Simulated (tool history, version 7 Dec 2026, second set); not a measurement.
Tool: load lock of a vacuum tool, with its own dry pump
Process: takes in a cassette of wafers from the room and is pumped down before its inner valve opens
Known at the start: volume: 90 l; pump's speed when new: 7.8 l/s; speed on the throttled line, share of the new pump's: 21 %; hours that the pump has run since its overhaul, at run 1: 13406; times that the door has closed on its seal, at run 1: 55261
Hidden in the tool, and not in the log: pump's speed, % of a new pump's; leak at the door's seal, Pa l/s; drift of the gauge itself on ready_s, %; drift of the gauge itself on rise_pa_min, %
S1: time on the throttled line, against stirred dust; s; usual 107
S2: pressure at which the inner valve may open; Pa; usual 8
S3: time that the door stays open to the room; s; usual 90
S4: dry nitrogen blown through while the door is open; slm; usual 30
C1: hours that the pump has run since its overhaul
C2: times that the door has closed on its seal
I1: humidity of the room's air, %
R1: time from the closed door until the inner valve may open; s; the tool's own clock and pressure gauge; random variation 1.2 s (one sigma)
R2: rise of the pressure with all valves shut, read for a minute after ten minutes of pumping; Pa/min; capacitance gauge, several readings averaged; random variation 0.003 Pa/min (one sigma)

Run 1, day 0: usual settings; C1 13406; C2 55261; I1 45.8. Result: R1 226.5 s, R2 0.517 Pa/min.
Run 2, day 8.667: usual settings; C1 13614; C2 56257; I1 43. Result: R1 227 s, R2 0.526 Pa/min.
Run 3, day 18.529: usual settings; C1 13851; C2 57390; I1 44.5. Result: R1 229.2 s, R2 0.559 Pa/min.
Run 4, day 29.704: usual settings but S3 164 s; C1 14119; C2 58675; I1 43. Result: R1 226.8 s, R2 0.585 Pa/min.
Run 5, day 39.454: usual settings but S3 164 s; C1 14353; C2 59795; I1 44.4. Result: R1 230.5 s, R2 0.597 Pa/min.
Run 6, day 47.517: usual settings but S3 190 s; C1 14546; C2 60722; I1 45.1. Result: R1 231.1 s, R2 0.616 Pa/min.
At day 48.746: dry pump taken out, an overhauled one fitted.
Run 7, day 60.288: usual settings but S2 10 Pa; C1 277; C2 62161; I1 41.7. Result: R1 194.6 s, R2 0.627 Pa/min.
Run 8, day 73.204: usual settings but S2 10 Pa; C1 587; C2 63645; I1 44.1. Result: R1 192.1 s, R2 0.658 Pa/min.
Run 9, day 85.7: usual settings but S2 10 Pa; C1 887; C2 65081; I1 45.2. Result: R1 192.5 s, R2 0.668 Pa/min.
Run 10, day 94.296: usual settings; C1 1093; C2 66069; I1 42.3. Result: R1 196.8 s, R2 0.671 Pa/min.
Run 11, day 100.642: usual settings; C1 1245; C2 66798; I1 49.1. Result: R1 198.3 s, R2 0.695 Pa/min.
Run 12, day 109.95: usual settings; C1 1469; C2 67868; I1 49. Result: R1 196.5 s, R2 0.727 Pa/min.
At day 115.425: door's seal changed, seat wiped.
Run 13, day 120.617: usual settings; C1 1723; C2 597; I1 47.8. Result: R1 199.5 s, R2 0.026 Pa/min.
Run 14, day 133.421: usual settings; C1 2031; C2 2069; I1 45.6. Result: R1 198.3 s, R2 0.029 Pa/min.
Run 15, day 146.629: usual settings but S1 154 s, S2 14 Pa; C1 2348; C2 3586; I1 47.7. Result: R1 227.6 s, R2 0.035 Pa/min.
Run 16, day 157.225: usual settings but S1 136 s, S2 14 Pa, S3 91 s; C1 2602; C2 4804; I1 44.6. Result: R1 214.3 s, R2 0.042 Pa/min.
Run 17, day 165.038: usual settings but S1 109 s, S4 4 slm; C1 2789; C2 5702; I1 43.8. Result: R1 199.7 s, R2 0.068 Pa/min.
Run 18, day 171.667: usual settings but S1 69 s, S4 10 slm; C1 2949; C2 6464; I1 43.8. Result: R1 171 s, R2 0.068 Pa/min.
Run 19, day 184.504: usual settings but S1 69 s, S4 10 slm; C1 3257; C2 7939; I1 50.2. Result: R1 171 s, R2 0.075 Pa/min.
Run 20, day 193.017: usual settings but S2 7 Pa, S3 41 s, S4 8 slm; C1 3461; C2 8918; I1 47.3. Result: R1 202.6 s, R2 0.065 Pa/min.
Run 21, day 199.4: usual settings but S1 94 s, S2 9 Pa, S3 59 s, S4 6 slm; C1 3614; C2 9651; I1 45.9. Result: R1 188.3 s, R2 0.077 Pa/min.
Run 22, day 210.712: usual settings but S1 94 s, S2 9 Pa, S3 59 s, S4 6 slm; C1 3886; C2 10952; I1 42.7. Result: R1 191 s, R2 0.079 Pa/min.

Forecast each of these 4 alternatives for the next run:
Run A, day 219.192: usual settings but S1 94 s, S3 29 s, S4 6 slm; C1 4089; C2 11926; I1 47.3. Result: R1 ?, R2 ?.
Run B, day 219.192: usual settings but S1 114 s, S2 16 Pa, S3 59 s, S4 8 slm; C1 4089; C2 11926; I1 42.5. Result: R1 ?, R2 ?.
Run C, day 219.192: usual settings but S1 94 s, S2 9 Pa, S3 122 s, S4 19 slm; C1 4089; C2 11926; I1 46.6. Result: R1 ?, R2 ?.
Run D, day 219.192: usual settings but S1 56 s, S2 16 Pa, S3 161 s; C1 4089; C2 11926; I1 44. Result: R1 ?, R2 ?.

run     R1     R2
  A    193  0.078
  B  199.6  0.088
  C  191.7  0.087
  D  152.4  0.086
Without the tool's hidden state the same runs would have given:
run     R1     R2
  A  184.7  0.026
  B  192.7  0.038
  C  183.7  0.036
  D  144.5  0.035
